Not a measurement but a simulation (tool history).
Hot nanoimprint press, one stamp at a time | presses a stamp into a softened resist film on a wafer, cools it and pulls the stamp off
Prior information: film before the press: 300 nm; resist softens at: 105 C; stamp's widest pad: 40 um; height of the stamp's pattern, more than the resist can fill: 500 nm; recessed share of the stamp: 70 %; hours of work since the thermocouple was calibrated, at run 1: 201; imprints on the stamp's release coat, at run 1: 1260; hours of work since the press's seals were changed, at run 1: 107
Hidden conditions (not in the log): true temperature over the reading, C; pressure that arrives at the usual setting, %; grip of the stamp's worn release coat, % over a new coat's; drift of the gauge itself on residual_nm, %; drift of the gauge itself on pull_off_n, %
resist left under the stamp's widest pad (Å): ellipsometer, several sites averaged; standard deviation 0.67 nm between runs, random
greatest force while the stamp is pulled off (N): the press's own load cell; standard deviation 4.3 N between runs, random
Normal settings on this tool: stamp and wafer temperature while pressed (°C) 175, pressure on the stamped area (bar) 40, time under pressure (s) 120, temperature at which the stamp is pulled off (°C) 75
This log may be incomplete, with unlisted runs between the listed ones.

run     day  stamp and wafer temperature while pressed (°C)  pressure on the stamped area (bar)  time under pressure (s)  temperature at which the stamp is pulled off (°C)  hours of work since the thermocouple was calibrated  imprints on the stamp's release coat  hours of work since the press's seals were changed  resist left under the stamp's widest pad (Å)  greatest force while the stamp is pulled off (N)
  1       0                                             175                                  40                      120                                                 75                                                  201                                  1260                                                 107                                          1716                                               274
  2   0.679                                             175                                  40                      120                                                 75                                                  208                                  1308                                                 113                                          1703                                               277
  3   1.212                                             175                                  40                      120                                                 75                                                  213                                  1345                                                 119                                          1695                                               272
  4   1.804                                             175                                  40                      120                                                 80                                                  218                                  1386                                                 124                                          1713                                               233
  5   2.442                                             175                                  40                      120                                                 80                                                  225                                  1430                                                 130                                          1706                                               246
  6   2.996                                             175                                  40                      120                                                 80                                                  230                                  1469                                                 136                                          1699                                               249
  7   3.683                                             175                                  40                      120                                                 75                                                  237                                  1517                                                 142                                          1705                                               291
  8   4.117                                             175                                51.9                      120                                                 75                                                  241                                  1547                                                 147                                          1477                                               286
  9   4.912                                             175                                  40                      120                                                 75                                                  248                                  1603                                                 154                                          1706                                               280
 10   5.312                                             175                                  40                      120                                                 75                                                  252                                  1631                                                 158                                          1709                                               284
 11   5.717                                             175                                  40                      120                                                 75                                                  256                                  1659                                                 162                                          1705                                               284
 12   6.529                                             175                                  40                      120                                                 75                                                  264                                  1716                                                 170                                          1697                                               287
 13    7.05                                             175                                  40                      120                                                 75                                                  269                                  1752                                                 175                                          1704                                               283
 14   7.812                                             175                                  40                      120                                                 75                                                  276                                  1805                                                 182                                          1698                                               292
 15   8.675                                             175                                  40                      120                                                 75                                                  285                                  1865                                                 190                                          1697                                               297
 16   9.508                                             175                                  40                      120                                                 75                                                  293                                  1924                                                 198                                          1701                                               298
 17   9.962                                             182                                38.1                       67                                                 62                                                  297                                  1955                                                 203                                          1765                                               416
 18  10.675                                             182                                61.8                      137                                                 62                                                  304                                  2005                                                 210                                          1076                                               421
 19   11.35                                             182                                61.8                      137                                                 62                                                  310                                  2052                                                 216                                          1074                                               426
 20  11.829                                             182                                61.8                      137                                                 62                                                  315                                  2085                                                 221                                          1076                                               422
 21  12.771                                             182                                61.8                      137                                                 62                                                  324                                  2151                                                 230                                          1084                                               435
 22  13.312                                             174                                  40                      120                                                 67                                                  329                                  2189                                                 235                                          1734                                               391
     13.612  -- stamp cleaned and given a new release coat
 23  14.229                                             174                                48.8                       60                                                 67                                                  336                                    43                                                 241                                          1893                                               244
 24  14.958                                             174                                48.8                       60                                                 67                                                  343                                    94                                                 248                                          1903                                               248
 25  15.612                                             174                                49.1                      168                                                 67                                                  349                                   140                                                 255                                          1408                                               261
 26  16.317                                             180                                49.1                      125                                                 67                                                  356                                   189                                                 261                                          1336                                               266
 27  16.938                                             180                                49.1                      125                                                 67                                                  362                                   232                                                 267                                          1321                                               254
 28  17.462                                             178                                46.9                      120                                                 75                                                  367                                   269                                                 272                                          1454                                               204
 29  18.458                                             170                                47.4                       79                                                 75                                                  376                                   338                                                 282                                          1952                                               221

Below are 4 alternative next runs, each starting from the tool's condition after run 29. Predict each:
  A  19.35                                             170                                47.4                      127                                                 75                                                  385                                   401                                                 291                                             ?                                                 ?
  B  19.35                                             182                                47.4                       79                                                 63                                                  385                                   401                                                 291                                             ?                                                 ?
  C  19.35                                             175                                  40                      120                                                 63                                                  385                                   401                                                 291                                             ?                                                 ?
  D  19.35                                             166                                47.4                       79                                                 75                                                  385                                   401                                                 291                                             ?                                                 ?

run  resist left under the stamp's widest pad (Å)  greatest force while the stamp is pulled off (N)
  A                                          1725                                               230
  B                                          1490                                               297
  C                                          1693                                               298
  D                                          2115                                               221
Stripped of hidden state, with their random variation kept, the same runs would have yielded:
run  resist left under the stamp's widest pad (Å)  greatest force while the stamp is pulled off (N)
  A                                          1765                                               217
  B                                          1519                                               279
  C                                          1731                                               279
  D                                          2157                                               209
